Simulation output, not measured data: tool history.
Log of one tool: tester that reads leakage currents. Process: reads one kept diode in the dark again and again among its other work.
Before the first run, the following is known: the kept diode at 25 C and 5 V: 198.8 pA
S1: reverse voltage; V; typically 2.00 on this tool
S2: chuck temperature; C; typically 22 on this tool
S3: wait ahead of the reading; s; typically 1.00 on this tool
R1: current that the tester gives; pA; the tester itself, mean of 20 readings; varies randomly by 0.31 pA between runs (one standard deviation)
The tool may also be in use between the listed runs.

Run 1, hour 0.0: usual settings. Result: R1 109.39 pA.
Run 2, hour 93.0: usual settings. Result: R1 109.96 pA.
Run 3, hour 188.6: usual settings but S3 8.12 s. Result: R1 109.69 pA.
Run 4, hour 301.6: usual settings but S3 8.12 s. Result: R1 110.64 pA.
Run 5, hour 396.8: usual settings but S1 1.26 V, S3 8.12 s. Result: R1 88.16 pA.
Run 6, hour 503.7: usual settings. Result: R1 112.06 pA.
Run 7, hour 613.0: usual settings but S1 3.78 V. Result: R1 155.47 pA.
At hour 625.6: chuck's temperature calibrated.
Run 8, hour 675.5: usual settings but S1 3.78 V. Result: R1 139.76 pA.
Run 9, hour 755.7: usual settings but S1 3.78 V. Result: R1 139.27 pA.
Run 10, hour 871.7: usual settings but S1 3.78 V. Result: R1 141.09 pA.
Run 11, hour 955.3: usual settings but S1 2.93 V. Result: R1 124.42 pA.
Run 12, hour 1042.3: usual settings but S1 9.70 V. Result: R1 228.31 pA.
Run 13, hour 1132.7: usual settings but S1 9.70 V. Result: R1 229.31 pA.
Run 14, hour 1205.8: usual settings. Result: R1 104.39 pA.
Run 15, hour 1296.8: usual settings but S1 5.48 V. Result: R1 174.15 pA.
Run 16, hour 1363.9: usual settings but S2 21 C. Result: R1 97.20 pA.
Run 17, hour 1462.8: usual settings. Result: R1 105.44 pA.
Run 18, hour 1542.9: usual settings. Result: R1 106.20 pA.
Run 19, hour 1654.7: usual settings. Result: R1 106.44 pA.
Run 20, hour 1746.7: usual settings. Result: R1 106.93 pA.
Run 21, hour 1862.2: usual settings but S1 17.91 V, S3 0.84 s. Result: R1 328.06 pA.
Run 22, hour 1949.3: usual settings but S1 17.91 V, S3 0.84 s. Result: R1 330.22 pA.
Run 23, hour 1998.0: usual settings but S1 4.02 V, S2 52 C, S3 6.70 s. Result: R1 1140.32 pA.
Run 24, hour 2085.1: usual settings but S1 5.23 V, S2 39 C. Result: R1 572.96 pA.
Run 25, hour 2141.9: usual settings but S1 10.39 V, S2 47 C, S3 2.20 s. Result: R1 1349.39 pA.
Run 26, hour 2228.0: usual settings but S1 10.39 V, S2 47 C, S3 2.20 s. Result: R1 1354.32 pA.
At hour 2308.3: probe card cleaned and baked.
Run 27, hour 2308.3: usual settings but S1 1.01 V, S2 25 C, S3 7.77 s. Result: R1 96.21 pA.
Run 28, hour 2402.5: usual settings but S1 1.99 V, S2 23 C, S3 1.92 s. Result: R1 117.29 pA.
Run 29, hour 2467.4: usual settings but S1 5.89 V, S2 28 C, S3 1.92 s. Result: R1 292.09 pA.
At hour 2564.0: chuck's temperature calibrated.
Run 30, hour 2574.7: usual settings but S2 46 C. Result: R1 522.02 pA.
Run 31, hour 2640.9: usual settings but S1 11.68 V, S2 46 C, S3 2.08 s. Result: R1 1262.35 pA.
Run 32, hour 2720.4: usual settings but S1 4.41 V, S2 39 C, S3 1.44 s. Result: R1 496.44 pA.
Run 33, hour 2767.9: usual settings but S1 9.14 V, S3 3.50 s. Result: R1 217.11 pA.
Run 34, hour 2849.4: usual settings but S1 9.14 V, S3 3.50 s. Result: R1 219.29 pA.
Run 35, hour 2901.7: usual settings but S3 0.37 s. Result: R1 103.70 pA.
Run 36, hour 2974.4: usual settings but S2 39 C, S3 0.81 s. Result: R1 338.08 pA.
Run 37, hour 3075.1: usual settings but S2 39 C, S3 0.81 s. Result: R1 340.09 pA.
Run 38, hour 3165.2: usual settings but S2 39 C, S3 0.81 s. Result: R1 342.81 pA.
Run 39, hour 3239.6: usual settings but S2 58 C, S3 0.77 s. Result: R1 1119.56 pA.
Run 40, hour 3352.1: usual settings but S1 8.82 V, S2 55 C, S3 3.67 s. Result: R1 1965.40 pA.

Subtracting, for every run, the result it would have given without the tool's unlogged condition from the measured result gives the following. The same run-to-run variation enters both numbers; the gauge's scatter may not:
Hidden state present: stray current of the dirty probe card, pA a volt; current scale over the true one, %; true chuck temperature over the reading, C; drift of the gauge itself on leakage_pa, %.
run      R1
  1   +7.63
  2   +8.13
  3   +8.62
  4   +9.30
  5   +7.75
  6  +10.43
  7  +15.49
  8   -0.06
  9   +0.46
 10   +1.29
 11   +1.61
 12   +4.87
 13   +5.98
 14   +2.54
 15   +5.56
 16   +3.19
 17   +3.93
 18   +4.40
 19   +4.98
 20   +5.49
 21  +22.12
 22  +23.71
 23  +54.88
 24  +33.21
 25  +76.65
 26  +81.57
 27   +6.80
 28   +8.91
 29  +22.42
 30   -2.94
 31   -3.37
 32   +0.52
 33   +1.30
 34   +2.34
 35   +1.21
 36   +4.24
 37   +5.97
 38   +7.32
 39  +23.08
 40  +51.37

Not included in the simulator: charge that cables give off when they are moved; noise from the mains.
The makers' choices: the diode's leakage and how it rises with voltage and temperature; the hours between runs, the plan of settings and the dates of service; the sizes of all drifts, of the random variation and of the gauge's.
